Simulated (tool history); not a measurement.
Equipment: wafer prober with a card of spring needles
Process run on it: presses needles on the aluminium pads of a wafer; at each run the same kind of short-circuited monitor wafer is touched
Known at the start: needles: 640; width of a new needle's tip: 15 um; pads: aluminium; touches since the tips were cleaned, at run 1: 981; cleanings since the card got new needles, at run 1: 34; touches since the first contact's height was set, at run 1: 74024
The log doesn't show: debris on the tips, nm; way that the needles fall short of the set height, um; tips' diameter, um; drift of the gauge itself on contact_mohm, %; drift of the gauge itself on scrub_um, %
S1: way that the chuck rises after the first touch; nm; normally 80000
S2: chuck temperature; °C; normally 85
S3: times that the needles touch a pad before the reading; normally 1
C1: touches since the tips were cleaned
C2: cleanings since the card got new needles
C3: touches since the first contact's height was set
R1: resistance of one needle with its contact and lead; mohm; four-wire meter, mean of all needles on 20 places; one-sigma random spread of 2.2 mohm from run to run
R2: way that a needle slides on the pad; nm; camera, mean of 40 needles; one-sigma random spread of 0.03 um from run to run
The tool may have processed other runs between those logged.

| run | hour | S1 | S2 | S3 | C1 | C2 | C3 | R1 | R2 |
|---|---|---|---|---|---|---|---|---|---|
| 1 | 0 | 80000 | 85 | 1 | 981 | 34 | 74024 | 250 | 14960 |
|  | 2.7 | tips cleaned on abrasive film |
|  | 7.1 | tips cleaned on abrasive film |
|  | 11.6 | tips cleaned on abrasive film |
|  | 15.3 | tips cleaned on abrasive film |
| 2 | 18.6 | 80000 | 85 | 1 | 1893 | 38 | 84271 | 246 | 14960 |
|  | 19.6 | tips cleaned on abrasive film |
|  | 23.3 | tips cleaned on abrasive film |
|  | 27.7 | tips cleaned on abrasive film |
|  | 31.4 | tips cleaned on abrasive film |
| 3 | 33.6 | 80000 | 85 | 1 | 1274 | 42 | 92478 | 246 | 14960 |
|  | 35.5 | tips cleaned on abrasive film |
|  | 39.2 | tips cleaned on abrasive film |
|  | 43.7 | tips cleaned on abrasive film |
| 4 | 46.6 | 80000 | 85 | 1 | 1592 | 45 | 99580 | 247 | 14910 |
|  | 47.6 | tips cleaned on abrasive film |
|  | 52 | tips cleaned on abrasive film |
|  | 55.7 | tips cleaned on abrasive film |
|  | 59.3 | tips cleaned on abrasive film |
|  | 63.3 | tips cleaned on abrasive film |
| 5 | 63.3 | 80000 | 85 | 1 | 0 | 50 | 108697 | 247 | 14900 |
|  | 67 | tips cleaned on abrasive film |
|  | 70.6 | tips cleaned on abrasive film |
|  | 75.1 | tips cleaned on abrasive film |
|  | 79.6 | tips cleaned on abrasive film |
| 6 | 81.1 | 80000 | 85 | 1 | 861 | 54 | 118491 | 246 | 14900 |
|  | 83.8 | tips cleaned on abrasive film |
|  | 88.4 | tips cleaned on abrasive film |
|  | 92.8 | tips cleaned on abrasive film |
| 7 | 93.4 | 99000 | 85 | 1 | 321 | 57 | 125226 | 243 | 18440 |
|  | 97 | tips cleaned on abrasive film |
|  | 100 | height of the first contact set anew |
|  | 101 | tips cleaned on abrasive film |
|  | 105 | tips cleaned on abrasive film |
| 8 | 105 | 99000 | 85 | 1 | 0 | 60 | 2715 | 245 | 18410 |
|  | 109.3 | tips cleaned on abrasive film |
|  | 113.8 | tips cleaned on abrasive film |
|  | 117.5 | tips cleaned on abrasive film |
|  | 121.6 | tips cleaned on abrasive film |
| 9 | 121.6 | 80000 | 85 | 1 | 0 | 64 | 11801 | 247 | 14920 |
|  | 125.3 | tips cleaned on abrasive film |
|  | 129.8 | tips cleaned on abrasive film |
|  | 133.5 | tips cleaned on abrasive film |
| 10 | 135 | 80000 | 85 | 2 | 835 | 67 | 19145 | 251 | 14900 |
|  | 137.7 | tips cleaned on abrasive film |
|  | 141.4 | tips cleaned on abrasive film |
|  | 145 | tips cleaned on abrasive film |
|  | 148.7 | tips cleaned on abrasive film |
| 11 | 149.9 | 68000 | 85 | 1 | 675 | 71 | 27323 | 249 | 12630 |
|  | 152.7 | tips cleaned on abrasive film |
|  | 157.2 | tips cleaned on abrasive film |
|  | 160.9 | tips cleaned on abrasive film |
| 12 | 161.9 | 80000 | 85 | 1 | 533 | 74 | 33868 | 243 | 14810 |
|  | 164.6 | tips cleaned on abrasive film |
|  | 169.1 | tips cleaned on abrasive film |
|  | 172.9 | tips cleaned on abrasive film |
| 13 | 172.9 | 80000 | 85 | 2 | 0 | 77 | 39926 | 244 | 14880 |
|  | 177.4 | tips cleaned on abrasive film |
|  | 181.7 | tips cleaned on abrasive film |
| 14 | 181.7 | 80000 | 39 | 2 | 0 | 79 | 44762 | 235 | 14890 |
|  | 186.3 | tips cleaned on abrasive film |
|  | 190.7 | tips cleaned on abrasive film |
|  | 194.9 | tips cleaned on abrasive film |
| 15 | 194.9 | 83000 | 49 | 2 | 0 | 82 | 51981 | 240 | 15410 |
|  | 198.6 | tips cleaned on abrasive film |
|  | 202.9 | tips cleaned on abrasive film |
| 16 | 203.5 | 83000 | 49 | 2 | 369 | 84 | 56712 | 239 | 15400 |
|  | 207.2 | tips cleaned on abrasive film |
|  | 211.6 | tips cleaned on abrasive film |
|  | 215.3 | tips cleaned on abrasive film |
| 17 | 218.8 | 80000 | 125 | 2 | 1990 | 87 | 65160 | 259 | 14800 |
|  | 219.8 | tips cleaned on abrasive film |
|  | 223.5 | tips cleaned on abrasive film |
|  | 227.2 | tips cleaned on abrasive film |
| 18 | 230.5 | 64000 | 51 | 2 | 1859 | 90 | 71528 | 240 | 11850 |
|  | 231.5 | tips cleaned on abrasive film |
|  | 235.9 | tips cleaned on abrasive film |
|  | 238.5 | gauge calibrated |
|  | 240 | tips cleaned on abrasive film |
| 19 | 240 | 97000 | 51 | 3 | 0 | 93 | 76694 | 231 | 18180 |
|  | 243.6 | tips cleaned on abrasive film |
|  | 247.3 | tips cleaned on abrasive film |
|  | 251.9 | tips cleaned on abrasive film |
|  | 256.4 | tips cleaned on abrasive film |
| 20 | 258.1 | 92000 | 51 | 1 | 955 | 97 | 86667 | 237 | 17210 |
|  | 260.9 | tips cleaned on abrasive film |
|  | 264.5 | tips cleaned on abrasive film |
|  | 269.1 | tips cleaned on abrasive film |
|  | 273.2 | tips cleaned on abrasive film |
| 21 | 276.5 | 92000 | 51 | 1 | 1846 | 101 | 96791 | 239 | 17190 |
|  | 277.5 | tips cleaned on abrasive film |
|  | 281.8 | tips cleaned on abrasive film |
|  | 285.6 | tips cleaned on abrasive film |
| 22 | 285.6 | 92000 | 51 | 1 | 0 | 104 | 101707 | 235 | 17100 |
|  | 290.1 | tips cleaned on abrasive film |
|  | 294.7 | tips cleaned on abrasive film |
| 23 | 295.9 | 82000 | 34 | 1 | 712 | 106 | 107423 | 232 | 15300 |
|  | 298.7 | tips cleaned on abrasive film |
|  | 302.4 | tips cleaned on abrasive film |
|  | 306.9 | tips cleaned on abrasive film |
| 24 | 309.3 | 70000 | 96 | 1 | 1349 | 109 | 114735 | 252 | 13040 |
|  | 311.1 | tips cleaned on abrasive film |
|  | 315.7 | tips cleaned on abrasive film |
| 25 | 318.2 | 64000 | 25 | 1 | 1424 | 111 | 119667 | 236 | 11930 |

Some steps in R2 between neighbouring runs. How much of each would the tool show without its hidden state too (settings, what came in, random variation), and how much is left for the hidden state, with any gauge scatter that isn't in both results?
Run 6 -> 7: S1 80000 -> 99000, tips cleaned on abrasive film, tips cleaned on abrasive film, tips cleaned on abrasive film. R2 +3540 nm: hidden state -40, all else +3580.
Run 18 -> 19: S1 64000 -> 97000, S3 2 -> 3, tips cleaned on abrasive film, tips cleaned on abrasive film, gauge calibrated, tips cleaned on abrasive film. R2 +6330 nm: hidden state +130, all else +6200.

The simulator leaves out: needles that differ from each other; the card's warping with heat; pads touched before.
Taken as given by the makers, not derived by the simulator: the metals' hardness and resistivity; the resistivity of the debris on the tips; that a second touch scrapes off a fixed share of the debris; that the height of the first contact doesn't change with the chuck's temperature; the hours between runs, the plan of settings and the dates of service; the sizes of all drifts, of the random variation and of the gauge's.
